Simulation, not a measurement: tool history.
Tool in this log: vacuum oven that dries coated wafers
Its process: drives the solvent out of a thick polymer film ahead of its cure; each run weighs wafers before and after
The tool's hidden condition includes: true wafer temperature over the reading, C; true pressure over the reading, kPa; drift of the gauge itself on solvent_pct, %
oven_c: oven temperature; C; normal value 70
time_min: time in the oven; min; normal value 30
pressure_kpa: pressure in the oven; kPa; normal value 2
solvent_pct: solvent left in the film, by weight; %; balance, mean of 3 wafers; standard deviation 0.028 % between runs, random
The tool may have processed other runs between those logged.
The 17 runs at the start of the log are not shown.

run	day	oven_c	time_min	pressure_kpa	hours of work since the thermocouples were calibrated	hours of work since the vacuum gauge was cleaned of residue	solvent_pct
18	23.933	70	30	2	418	37	6.79
19	25.15	70	30	2	437	56	6.83
20	26.712	65	49	2	461	81	6.58
21	27.679	70	25	6.4	476	96	12.85
22	28.779	70	25	6.4	493	113	12.88
23	30.521	70	25	6.4	520	140	12.88
24	31.408	70	25	6.4	534	154	12.76
25	32.588	70	25	6.4	553	172	12.8
26	33.471	60	15	1.68	566	186	13.47
27	34.504	60	15	1.68	582	202	13.48
28	35.354	65	30	1.1	596	215	7.61
29	36.767	76	34	4.59	618	237	6.96
30	37.75	76	31	1.6	633	253	3.98

The next listed run, before its measurement:
31	39.504	76	31	1.6	660	280	?

Run 31 measured solvent_pct 3.99 %.
If the tool had no hidden condition, the same run with the same run-to-run variation would have returned solvent_pct 4.08 %.
